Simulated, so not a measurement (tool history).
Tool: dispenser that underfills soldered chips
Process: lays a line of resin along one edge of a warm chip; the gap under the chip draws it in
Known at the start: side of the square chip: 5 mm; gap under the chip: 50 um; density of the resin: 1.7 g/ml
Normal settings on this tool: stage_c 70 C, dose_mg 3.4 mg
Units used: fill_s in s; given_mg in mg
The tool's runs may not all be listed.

run	hour	stage_c	dose_mg	fill_s	given_mg
1	0	70	3.4	35.8	3.373
2	7	70	3.6	47	3.552
# hour 10: new syringe of resin
3	10.6	70	3.6	28.2	3.546
4	15.6	81	3.6	22	3.546
5	22	81	2.94	28.7	2.898
6	25.1	81	3.63	31	3.565
# hour 27.5: new syringe of resin
7	33.3	81	3.63	23	3.556
8	40.7	81	3.63	30	3.543
# hour 44.8: new syringe of resin
9	46.6	70	3.4	29.8	3.324
10	54.1	70	3.4	39.1	3.314
11	61.5	70	3.4	50.7	3.302
# hour 62.6: new syringe of resin
12	68.2	59	3.4	52.3	3.314
13	74.7	59	3.4	67.3	3.295
# hour 80.2: new syringe of resin
14	81.5	59	3.42	45	3.311
15	87.3	59	3.42	55.3	3.32
16	92.5	59	3.42	66.9	3.321
17	96.5	82	4.23	31.4	4.09
# hour 97.7: new syringe of resin
18	104.1	82	4.23	22.3	4.079
19	111	82	4.23	28.3	4.079
# hour 113.8: dispensing valve cleaned and set on the balance
20	115.1	82	4.23	32.2	4.225
# hour 116.1: new syringe of resin
21	123	69	4.4	36.7	4.393
22	126.3	84	3.14	24	3.135
23	132.3	62	4.33	65	4.301
# hour 133.8: new syringe of resin
24	138.3	73	3.7	28.4	3.688
25	142.1	73	3.7	33.7	3.67

Run 26 comes next. What will it give?
26	148	69	4.26	?	?

fill_s: 47.7 s
given_mg: 4.22 mg
With no hidden state in the tool, this same run would have given fill_s 28.6 s, given_mg 4.254 mg.
